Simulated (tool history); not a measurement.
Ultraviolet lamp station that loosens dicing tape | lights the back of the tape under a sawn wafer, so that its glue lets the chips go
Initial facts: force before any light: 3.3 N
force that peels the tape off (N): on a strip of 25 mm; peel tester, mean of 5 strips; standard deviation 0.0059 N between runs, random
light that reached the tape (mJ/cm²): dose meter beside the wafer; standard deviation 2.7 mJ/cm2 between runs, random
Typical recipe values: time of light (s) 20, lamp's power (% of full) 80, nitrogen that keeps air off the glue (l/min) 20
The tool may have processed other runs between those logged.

| run | day | time of light (s) | lamp's power (% of full) | nitrogen that keeps air off the glue (l/min) | force that peels the tape off (N) | light that reached the tape (mJ/cm²) |
|---|---|---|---|---|---|---|
| 1 | 0 | 20 | 80 | 20 | 0.165 | 365 |
| 2 | 0.575 | 20 | 80 | 20 | 0.155 | 362 |
| 3 | 1.433 | 20 | 80 | 20 | 0.156 | 361 |
| 4 | 2.458 | 20 | 80 | 20 | 0.164 | 363 |
| 5 | 3.604 | 20 | 66 | 20 | 0.225 | 303 |
| 6 | 4.142 | 20 | 66 | 20 | 0.24 | 301 |
| 7 | 5.162 | 20 | 66 | 20 | 0.211 | 297 |
| 8 | 6.233 | 20 | 66 | 20 | 0.238 | 298 |
| 9 | 7.067 | 21 | 66 | 20 | 0.196 | 316 |
| 10 | 7.65 | 21 | 66 | 20 | 0.202 | 311 |
|  | 7.875 | window cleaned of glue's vapour |
| 11 | 8.658 | 20 | 80 | 20 | 0.161 | 367 |
| 12 | 9.479 | 20 | 80 | 20 | 0.171 | 364 |
| 13 | 10.558 | 20 | 83 | 20 | 0.151 | 376 |
| 14 | 11.196 | 20 | 83 | 20 | 0.15 | 378 |
| 15 | 11.983 | 20 | 83 | 20 | 0.155 | 378 |
| 16 | 12.708 | 20 | 83 | 21 | 0.153 | 376 |
| 17 | 13.646 | 20 | 80 | 20 | 0.154 | 359 |
| 18 | 14.575 | 20 | 80 | 8 | 0.258 | 362 |
| 19 | 15.296 | 20 | 80 | 8 | 0.265 | 360 |
| 20 | 16.338 | 20 | 80 | 20 | 0.159 | 367 |
| 21 | 17.104 | 20 | 80 | 20 | 0.158 | 363 |
| 22 | 17.975 | 20 | 80 | 20 | 0.16 | 366 |
| 23 | 19.033 | 13 | 80 | 8 | 0.566 | 236 |
| 24 | 19.817 | 13 | 80 | 8 | 0.568 | 240 |
| 25 | 20.562 | 16 | 81 | 20 | 0.225 | 297 |
| 26 | 21.296 | 20 | 80 | 7 | 0.29 | 363 |
| 27 | 22.121 | 13 | 96 | 17 | 0.256 | 287 |
|  | 22.662 | window cleaned of glue's vapour |
| 28 | 23.125 | 24 | 64 | 17 | 0.192 | 349 |
| 29 | 24.138 | 24 | 64 | 17 | 0.183 | 347 |
| 30 | 25.146 | 24 | 64 | 17 | 0.18 | 348 |
| 31 | 25.646 | 24 | 64 | 17 | 0.177 | 349 |

Run 32 has not been measured yet. What should we expect?
| 32 | 26.608 | 24 | 72 | 37 | ? | ? |

{"run 32": {"force that peels the tape off (N)": 0.114, "light that reached the tape (mJ/cm²)": 392}}
Had the tool carried no hidden state, the very same run would have given force that peels the tape off (N) 0.114, light that reached the tape (mJ/cm²) 393.
